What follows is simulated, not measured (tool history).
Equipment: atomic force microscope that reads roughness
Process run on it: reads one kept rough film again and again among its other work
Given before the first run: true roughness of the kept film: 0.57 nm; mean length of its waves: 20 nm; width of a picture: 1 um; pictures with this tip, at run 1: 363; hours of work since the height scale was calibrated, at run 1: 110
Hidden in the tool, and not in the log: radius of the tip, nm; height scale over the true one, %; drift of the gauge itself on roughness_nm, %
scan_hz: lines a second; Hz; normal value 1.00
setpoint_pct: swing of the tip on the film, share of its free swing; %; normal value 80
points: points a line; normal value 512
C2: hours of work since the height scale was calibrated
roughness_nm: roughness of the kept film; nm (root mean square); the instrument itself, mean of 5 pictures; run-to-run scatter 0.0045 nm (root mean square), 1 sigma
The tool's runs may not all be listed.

run 1 hour=0.0 | scan_hz=1.00 setpoint_pct=80 points=512 | pictures_with_this_tip=363 C2=110 | roughness_nm=0.481
-- hour=3.3 new tip fitted
run 2 hour=41.8 | scan_hz=1.00 setpoint_pct=80 points=512 | pictures_with_this_tip=84 C2=142 | roughness_nm=0.497
run 3 hour=70.3 | scan_hz=1.00 setpoint_pct=80 points=512 | pictures_with_this_tip=146 C2=164 | roughness_nm=0.500
run 4 hour=118.6 | scan_hz=1.00 setpoint_pct=80 points=512 | pictures_with_this_tip=251 C2=201 | roughness_nm=0.485
run 5 hour=158.3 | scan_hz=1.00 setpoint_pct=80 points=512 | pictures_with_this_tip=337 C2=232 | roughness_nm=0.480
-- hour=172.3 new tip fitted
run 6 hour=199.5 | scan_hz=1.00 setpoint_pct=80 points=512 | pictures_with_this_tip=59 C2=263 | roughness_nm=0.500
run 7 hour=233.0 | scan_hz=1.00 setpoint_pct=80 points=512 | pictures_with_this_tip=132 C2=289 | roughness_nm=0.505
run 8 hour=276.3 | scan_hz=1.00 setpoint_pct=80 points=512 | pictures_with_this_tip=226 C2=323 | roughness_nm=0.487
run 9 hour=308.0 | scan_hz=0.62 setpoint_pct=80 points=338 | pictures_with_this_tip=295 C2=347 | roughness_nm=0.486
-- hour=311.7 height scale calibrated on a step standard
-- hour=343.8 new tip fitted
run 10 hour=355.4 | scan_hz=0.62 setpoint_pct=80 points=338 | pictures_with_this_tip=25 C2=33 | roughness_nm=0.517
run 11 hour=401.5 | scan_hz=0.62 setpoint_pct=80 points=345 | pictures_with_this_tip=125 C2=69 | roughness_nm=0.504
run 12 hour=450.4 | scan_hz=2.20 setpoint_pct=71 points=512 | pictures_with_this_tip=232 C2=107 | roughness_nm=0.484
run 13 hour=474.1 | scan_hz=2.20 setpoint_pct=71 points=512 | pictures_with_this_tip=283 C2=125 | roughness_nm=0.472
run 14 hour=508.4 | scan_hz=2.20 setpoint_pct=71 points=512 | pictures_with_this_tip=358 C2=152 | roughness_nm=0.461
-- hour=511.7 new tip fitted
run 15 hour=534.9 | scan_hz=2.02 setpoint_pct=66 points=940 | pictures_with_this_tip=50 C2=172 | roughness_nm=0.500
-- hour=557.1 height scale calibrated on a step standard, once more
run 16 hour=580.7 | scan_hz=2.02 setpoint_pct=67 points=920 | pictures_with_this_tip=148 C2=18 | roughness_nm=0.500

Here are 5 independent what-if runs from the current tool condition. What would each one return?
run A hour=617.9 | scan_hz=2.02 setpoint_pct=83 points=920 | pictures_with_this_tip=229 C2=47 | roughness_nm=?
run B hour=617.9 | scan_hz=2.02 setpoint_pct=79 points=920 | pictures_with_this_tip=229 C2=47 | roughness_nm=?
run C hour=617.9 | scan_hz=3.74 setpoint_pct=80 points=512 | pictures_with_this_tip=229 C2=47 | roughness_nm=?
run D hour=617.9 | scan_hz=1.00 setpoint_pct=73 points=395 | pictures_with_this_tip=229 C2=47 | roughness_nm=?
run E hour=617.9 | scan_hz=1.43 setpoint_pct=70 points=610 | pictures_with_this_tip=229 C2=47 | roughness_nm=?

run=A roughness_nm=0.465
run=B roughness_nm=0.470
run=C roughness_nm=0.425
run=D roughness_nm=0.495
run=E roughness_nm=0.499
Without the tool's unlogged condition, the same runs would have read:
run=A roughness_nm=0.486
run=B roughness_nm=0.491
run=C roughness_nm=0.444
run=D roughness_nm=0.517
run=E roughness_nm=0.522

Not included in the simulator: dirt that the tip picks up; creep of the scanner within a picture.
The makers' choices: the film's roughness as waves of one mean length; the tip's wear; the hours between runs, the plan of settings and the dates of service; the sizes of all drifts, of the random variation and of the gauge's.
